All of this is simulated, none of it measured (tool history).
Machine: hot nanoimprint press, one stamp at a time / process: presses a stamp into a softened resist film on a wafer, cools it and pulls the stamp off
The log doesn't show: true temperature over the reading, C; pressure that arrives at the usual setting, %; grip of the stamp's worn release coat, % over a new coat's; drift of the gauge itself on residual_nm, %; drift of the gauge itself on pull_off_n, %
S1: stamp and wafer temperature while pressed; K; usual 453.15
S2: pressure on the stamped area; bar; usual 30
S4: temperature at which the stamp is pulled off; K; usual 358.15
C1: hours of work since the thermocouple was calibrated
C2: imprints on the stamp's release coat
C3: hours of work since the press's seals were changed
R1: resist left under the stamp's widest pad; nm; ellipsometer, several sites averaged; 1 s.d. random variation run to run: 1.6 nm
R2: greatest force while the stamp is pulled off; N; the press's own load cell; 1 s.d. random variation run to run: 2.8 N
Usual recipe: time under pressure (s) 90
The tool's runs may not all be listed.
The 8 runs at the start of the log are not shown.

run 9 hour=450.3 | S1=453.15 S2=30 time_under_pressure_(s)=169 S4=358.15 | C1=340 C2=326 C3=544 | R1=179 R2=177
run 10 hour=528.2 | S1=453.15 S2=30 time_under_pressure_(s)=119 S4=358.15 | C1=371 C2=509 C3=576 | R1=206.8 R2=172
-- hour=575.4 stamp cleaned and given a new release coat
run 11 hour=611 | S1=453.15 S2=38.1 time_under_pressure_(s)=90 S4=358.15 | C1=402 C2=84 C3=607 | R1=209.8 R2=160
run 12 hour=658.7 | S1=453.15 S2=38.1 time_under_pressure_(s)=90 S4=358.15 | C1=421 C2=196 C3=626 | R1=207.9 R2=165
run 13 hour=734.3 | S1=453.15 S2=38.1 time_under_pressure_(s)=90 S4=358.15 | C1=452 C2=374 C3=656 | R1=208.5 R2=172
run 14 hour=797.7 | S1=453.15 S2=30 time_under_pressure_(s)=90 S4=358.15 | C1=477 C2=523 C3=682 | R1=227.9 R2=173
-- hour=839.7 stamp cleaned and given a new release coat
run 15 hour=842.6 | S1=453.15 S2=30 time_under_pressure_(s)=85 S4=358.15 | C1=493 C2=7 C3=697 | R1=234.7 R2=158
-- hour=898.1 plate thermocouple calibrated
run 16 hour=919.8 | S1=453.15 S2=30 time_under_pressure_(s)=85 S4=358.15 | C1=9 C2=182 C3=727 | R1=252.7 R2=166
run 17 hour=987.4 | S1=453.15 S2=30 time_under_pressure_(s)=90 S4=364.15 | C1=36 C2=341 C3=754 | R1=246.6 R2=147
run 18 hour=1029.7 | S1=453.15 S2=18.2 time_under_pressure_(s)=90 S4=343.15 | C1=53 C2=440 C3=771 | R1=306 R2=252
run 19 hour=1095.9 | S1=456.15 S2=30 time_under_pressure_(s)=119 S4=345.15 | C1=79 C2=596 C3=798 | R1=192.8 R2=254
-- hour=1106.4 stamp cleaned and given a new release coat
run 20 hour=1154.1 | S1=462.15 S2=33.7 time_under_pressure_(s)=126 S4=347.15 | C1=100 C2=112 C3=819 | R1=145.9 R2=221
run 21 hour=1218.4 | S1=460.15 S2=28.1 time_under_pressure_(s)=172 S4=358.15 | C1=126 C2=264 C3=845 | R1=145.4 R2=171
run 22 hour=1290 | S1=448.15 S2=30 time_under_pressure_(s)=90 S4=358.15 | C1=155 C2=432 C3=874 | R1=289.8 R2=177
run 23 hour=1323.9 | S1=453.15 S2=30 time_under_pressure_(s)=58 S4=358.15 | C1=169 C2=512 C3=887 | R1=289 R2=180
-- hour=1371.7 stamp cleaned and given a new release coat
run 24 hour=1398.3 | S1=453.15 S2=30 time_under_pressure_(s)=90 S4=357.15 | C1=196 C2=63 C3=915 | R1=238.4 R2=164
run 25 hour=1435 | S1=449.15 S2=32.7 time_under_pressure_(s)=138 S4=350.15 | C1=211 C2=149 C3=929 | R1=222.3 R2=206
run 26 hour=1497.7 | S1=459.15 S2=30 time_under_pressure_(s)=102 S4=365.15 | C1=236 C2=297 C3=955 | R1=185.6 R2=140
run 27 hour=1564.5 | S1=459.15 S2=30 time_under_pressure_(s)=102 S4=365.15 | C1=263 C2=454 C3=981 | R1=182.7 R2=144
-- hour=1633 stamp cleaned and given a new release coat
run 28 hour=1650.1 | S1=459.15 S2=30 time_under_pressure_(s)=102 S4=365.15 | C1=295 C2=40 C3=1013 | R1=183.2 R2=129
run 29 hour=1705.1 | S1=459.15 S2=30 time_under_pressure_(s)=102 S4=365.15 | C1=317 C2=170 C3=1036 | R1=181.9 R2=132
run 30 hour=1783.5 | S1=459.15 S2=30 time_under_pressure_(s)=102 S4=365.15 | C1=349 C2=354 C3=1067 | R1=182.8 R2=136

What if the next run were any one of these 4? Each begins from the tool's condition after run 30:
run A hour=1846.5 | S1=459.15 S2=43.1 time_under_pressure_(s)=102 S4=353.15 | C1=374 C2=503 C3=1092 | R1=? R2=?
run B hour=1846.5 | S1=445.15 S2=42.1 time_under_pressure_(s)=99 S4=365.15 | C1=374 C2=503 C3=1092 | R1=? R2=?
run C hour=1846.5 | S1=447.15 S2=30 time_under_pressure_(s)=63 S4=362.15 | C1=374 C2=503 C3=1092 | R1=? R2=?
run D hour=1846.5 | S1=453.15 S2=30 time_under_pressure_(s)=90 S4=356.15 | C1=374 C2=503 C3=1092 | R1=? R2=?

run=A R1=151.1 R2=195
run=B R1=258.6 R2=144
run=C R1=334.8 R2=157
run=D R1=233.8 R2=188
Had the tool no hidden state, the same runs would have come out as:
run=A R1=155.9 R2=184
run=B R1=269.8 R2=138
run=C R1=350.7 R2=151
run=D R1=245.1 R2=178
